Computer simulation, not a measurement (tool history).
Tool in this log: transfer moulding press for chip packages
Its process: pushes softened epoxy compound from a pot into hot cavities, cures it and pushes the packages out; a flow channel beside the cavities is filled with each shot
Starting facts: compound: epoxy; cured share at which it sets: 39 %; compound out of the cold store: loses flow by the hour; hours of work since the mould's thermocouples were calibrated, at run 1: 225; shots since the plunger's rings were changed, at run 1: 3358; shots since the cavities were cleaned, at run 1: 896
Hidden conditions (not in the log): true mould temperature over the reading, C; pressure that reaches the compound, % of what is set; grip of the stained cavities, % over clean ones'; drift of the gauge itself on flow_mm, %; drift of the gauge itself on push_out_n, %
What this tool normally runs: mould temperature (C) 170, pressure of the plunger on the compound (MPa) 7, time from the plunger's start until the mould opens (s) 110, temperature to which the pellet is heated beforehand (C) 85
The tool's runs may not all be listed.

run	day	mould temperature (C)	pressure of the plunger on the compound (MPa)	time from the plunger's start until the mould opens (s)	temperature to which the pellet is heated beforehand (C)	hours of work since the mould's thermocouples were calibrated	shots since the plunger's rings were changed	shots since the cavities were cleaned	incoming compound's hours out of the cold store	length that the compound runs in the flow channel (mm)	greatest force on the pins that push the packages out (N)
1	0	170	7	110	85	225	3358	896	38.1	776	396
# day 0.821: cavities cleaned with cleaning compound and waxed
2	0.975	170	7	110	85	237	3562	34	10.6	836	401
3	1.371	170	7	110	85	243	3650	122	43	767	379
4	2.225	173	7	110	85	255	3842	314	20	803	355
5	2.783	173	7	110	85	263	3968	440	29.8	776	350
6	3.312	173	7	110	85	270	4086	558	32.1	765	342
7	3.8	173	7	91	85	277	4195	667	10.1	836	477
8	4.279	173	7	91	85	283	4302	774	16.1	822	475
9	5.05	173	7	91	85	294	4475	947	37.2	754	439
# day 5.696: cavities cleaned with cleaning compound and waxed
10	5.825	173	7	91	85	304	4635	29	19.2	800	462
11	6.388	170	7	110	85	312	4761	155	17.1	832	403
12	7.254	170	7	110	85	324	4955	349	13.4	823	421
# day 7.888: plunger's sealing rings changed
13	8.083	170	7	110	85	334	44	512	10.1	830	422
14	8.658	170	7	110	85	342	173	641	47.1	763	390
15	9.462	170	7	123	85	353	353	821	13.4	826	349
16	10.05	170	7	123	85	361	485	953	22.1	819	343
17	10.462	170	5.26	132	85	367	577	1045	37.7	670	336
# day 10.617: cavities cleaned with cleaning compound and waxed
18	11.488	170	7	105	87	380	793	195	41.2	768	433
19	12.217	170	7	110	92	391	956	358	17.6	827	397
20	13.062	169	7	137	84	402	1145	547	16.6	836	327

Forecast run 21:
21	13.925	169	6.84	137	89	414	1339	741	37.2	?	?

Run 21 came out at length that the compound runs in the flow channel (mm) 771, greatest force on the pins that push the packages out (N) 331.
Minus the tool's unlogged condition, the same run would have read length that the compound runs in the flow channel (mm) 771, greatest force on the pins that push the packages out (N) 328.
